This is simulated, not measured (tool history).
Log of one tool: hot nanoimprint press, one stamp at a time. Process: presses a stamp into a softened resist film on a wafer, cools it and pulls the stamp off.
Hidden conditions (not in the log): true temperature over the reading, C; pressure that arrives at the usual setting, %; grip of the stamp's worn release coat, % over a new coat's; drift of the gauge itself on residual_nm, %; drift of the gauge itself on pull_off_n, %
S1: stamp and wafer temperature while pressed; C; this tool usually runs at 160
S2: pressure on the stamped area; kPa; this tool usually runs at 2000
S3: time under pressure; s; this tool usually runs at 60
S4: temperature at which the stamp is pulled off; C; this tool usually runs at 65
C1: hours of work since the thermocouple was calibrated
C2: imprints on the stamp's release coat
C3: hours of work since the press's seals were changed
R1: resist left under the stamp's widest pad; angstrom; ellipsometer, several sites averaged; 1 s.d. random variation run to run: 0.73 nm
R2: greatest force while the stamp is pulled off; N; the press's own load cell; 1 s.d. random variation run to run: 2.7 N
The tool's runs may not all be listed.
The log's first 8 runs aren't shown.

{"run": 9, "hour": 439.0, "S1": 160, "S2": 2100, "S3": 60, "S4": 65, "C1": 287, "C2": 891, "C3": 669, "R1": 909, "R2": 151}
{"run": 10, "hour": 505.5, "S1": 160, "S2": 2100, "S3": 60, "S4": 65, "C1": 332, "C2": 1248, "C3": 713, "R1": 922, "R2": 151}
{"hour": 536.5, "done": "stamp cleaned and given a new release coat"}
{"run": 11, "hour": 543.4, "S1": 160, "S2": 2000, "S3": 60, "S4": 65, "C1": 353, "C2": 37, "C3": 735, "R1": 954, "R2": 125}
{"run": 12, "hour": 603.7, "S1": 160, "S2": 2670, "S3": 60, "S4": 65, "C1": 394, "C2": 361, "C3": 775, "R1": 821, "R2": 137}
{"run": 13, "hour": 655.5, "S1": 160, "S2": 2670, "S3": 60, "S4": 60, "C1": 429, "C2": 639, "C3": 810, "R1": 814, "R2": 160}
{"run": 14, "hour": 714.4, "S1": 160, "S2": 2000, "S3": 60, "S4": 67, "C1": 468, "C2": 955, "C3": 850, "R1": 972, "R2": 145}
{"run": 15, "hour": 758.6, "S1": 160, "S2": 2000, "S3": 60, "S4": 60, "C1": 498, "C2": 1192, "C3": 879, "R1": 973, "R2": 180}
{"hour": 782.4, "done": "plate thermocouple calibrated"}
{"hour": 790.4, "done": "press's hydraulic seals changed and the load cell set to zero"}
{"hour": 808.3, "done": "stamp cleaned and given a new release coat"}
{"run": 16, "hour": 830.6, "S1": 153, "S2": 2000, "S3": 60, "S4": 71, "C1": 23, "C2": 120, "C3": 23, "R1": 1278, "R2": 111}
{"run": 17, "hour": 895.5, "S1": 153, "S2": 2000, "S3": 60, "S4": 71, "C1": 67, "C2": 468, "C3": 67, "R1": 1276, "R2": 122}
{"run": 18, "hour": 966.5, "S1": 153, "S2": 2000, "S3": 60, "S4": 71, "C1": 114, "C2": 849, "C3": 114, "R1": 1275, "R2": 124}
{"run": 19, "hour": 1001.0, "S1": 153, "S2": 2000, "S3": 60, "S4": 71, "C1": 138, "C2": 1034, "C3": 138, "R1": 1268, "R2": 128}
{"hour": 1067.2, "done": "stamp cleaned and given a new release coat"}
{"run": 20, "hour": 1081.3, "S1": 163, "S2": 2000, "S3": 81, "S4": 71, "C1": 187, "C2": 75, "C3": 187, "R1": 701, "R2": 109}
{"run": 21, "hour": 1144.7, "S1": 160, "S2": 2820, "S3": 77, "S4": 65, "C1": 230, "C2": 416, "C3": 230, "R1": 699, "R2": 138}
{"run": 22, "hour": 1176.9, "S1": 148, "S2": 1300, "S3": 60, "S4": 65, "C1": 252, "C2": 588, "C3": 252, "R1": 1746, "R2": 141}
{"run": 23, "hour": 1252.3, "S1": 160, "S2": 2000, "S3": 71, "S4": 65, "C1": 302, "C2": 993, "C3": 302, "R1": 870, "R2": 152}
{"run": 24, "hour": 1289.6, "S1": 160, "S2": 2000, "S3": 71, "S4": 72, "C1": 327, "C2": 1193, "C3": 327, "R1": 883, "R2": 131}
{"hour": 1327.9, "done": "stamp cleaned and given a new release coat"}
{"run": 25, "hour": 1351.1, "S1": 160, "S2": 2000, "S3": 71, "S4": 72, "C1": 365, "C2": 125, "C3": 365, "R1": 876, "R2": 109}
{"run": 26, "hour": 1417.8, "S1": 160, "S2": 2130, "S3": 60, "S4": 65, "C1": 410, "C2": 483, "C3": 410, "R1": 906, "R2": 144}
{"run": 27, "hour": 1453.9, "S1": 160, "S2": 1290, "S3": 60, "S4": 66, "C1": 434, "C2": 676, "C3": 434, "R1": 1176, "R2": 142}
{"run": 28, "hour": 1529.4, "S1": 160, "S2": 2000, "S3": 50, "S4": 57, "C1": 485, "C2": 1081, "C3": 485, "R1": 1019, "R2": 185}
{"hour": 1571.3, "done": "plate thermocouple calibrated"}
{"run": 29, "hour": 1581.4, "S1": 159, "S2": 2000, "S3": 60, "S4": 73, "C1": 7, "C2": 1344, "C3": 518, "R1": 938, "R2": 132}
{"hour": 1592.4, "done": "stamp cleaned and given a new release coat"}
{"run": 30, "hour": 1663.8, "S1": 159, "S2": 2000, "S3": 60, "S4": 73, "C1": 58, "C2": 383, "C3": 569, "R1": 953, "R2": 112}

Here are 4 independent what-if runs from the current tool condition. What would each one return?
{"run": "A", "hour": 1708.2, "S1": 161, "S2": 2000, "S3": 60, "S4": 73, "C1": 88, "C2": 621, "C3": 599, "R1": "?", "R2": "?"}
{"run": "B", "hour": 1708.2, "S1": 160, "S2": 2000, "S3": 32, "S4": 65, "C1": 88, "C2": 621, "C3": 599, "R1": "?", "R2": "?"}
{"run": "C", "hour": 1708.2, "S1": 155, "S2": 1950, "S3": 60, "S4": 58, "C1": 88, "C2": 621, "C3": 599, "R1": "?", "R2": "?"}
{"run": "D", "hour": 1708.2, "S1": 166, "S2": 2000, "S3": 33, "S4": 65, "C1": 88, "C2": 621, "C3": 599, "R1": "?", "R2": "?"}

run=A R1=860 R2=115
run=B R1=1112 R2=138
run=C R1=1183 R2=169
run=D R1=821 R2=139
What these runs would have given with no unlogged condition in the tool:
run=A R1=845 R2=102
run=B R1=1095 R2=124
run=C R1=1167 R2=150
run=D R1=806 R2=124
